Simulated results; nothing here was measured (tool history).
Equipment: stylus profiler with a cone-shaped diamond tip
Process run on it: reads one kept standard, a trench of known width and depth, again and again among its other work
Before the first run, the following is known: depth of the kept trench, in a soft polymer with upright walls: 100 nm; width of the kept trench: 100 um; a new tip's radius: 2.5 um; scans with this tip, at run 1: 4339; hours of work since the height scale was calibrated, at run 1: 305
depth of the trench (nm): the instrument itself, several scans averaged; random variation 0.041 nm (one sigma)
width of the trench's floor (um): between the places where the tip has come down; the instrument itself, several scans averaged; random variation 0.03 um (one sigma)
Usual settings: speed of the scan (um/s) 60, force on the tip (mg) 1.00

run	day	speed of the scan (um/s)	force on the tip (mg)	scans with this tip	hours of work since the height scale was calibrated	depth of the trench (nm)	width of the trench's floor (um)
1	0.000	60	1.00	4339	305	100.32	97.95
2	0.388	60	1.00	4442	312	100.41	97.98
3	0.783	60	1.00	4546	319	100.33	98.01
4	1.608	60	1.00	4765	335	100.35	98.00
5	2.404	60	0.37	4976	350	100.25	97.66
6	2.867	60	0.37	5098	358	100.13	97.66
7	3.375	60	0.37	5233	368	100.19	97.69
8	3.738	109	0.95	5329	374	100.37	97.63
9	4.262	109	0.95	5467	384	100.34	97.52
10	4.933	109	0.95	5645	397	100.34	97.59
11	5.696	22	2.12	5847	411	100.69	98.34
12	6.396	60	0.70	6033	424	100.36	97.84

For some of the steps in depth of the trench (nm) from one run to the next: how much would appear even if the tool had no hidden state, given the settings, what came in and random variation, and how much remains for the hidden state plus any gauge scatter that the measured result and the result without hidden state don't share?
Hidden state at play: radius of the tip, um; height scale over the true one, %; drift of the gauge itself on depth_nm, %; drift of the gauge itself on floor_um, %.
Run 5 -> 6: no setting changed, nothing entered. depth of the trench (nm) -0.12: hidden state +0.01, all else -0.13.
Run 10 -> 11: speed of the scan (um/s) 109 -> 22, force on the tip (mg) 0.95 -> 2.12. depth of the trench (nm) +0.35: hidden state +0.00, all else +0.35.
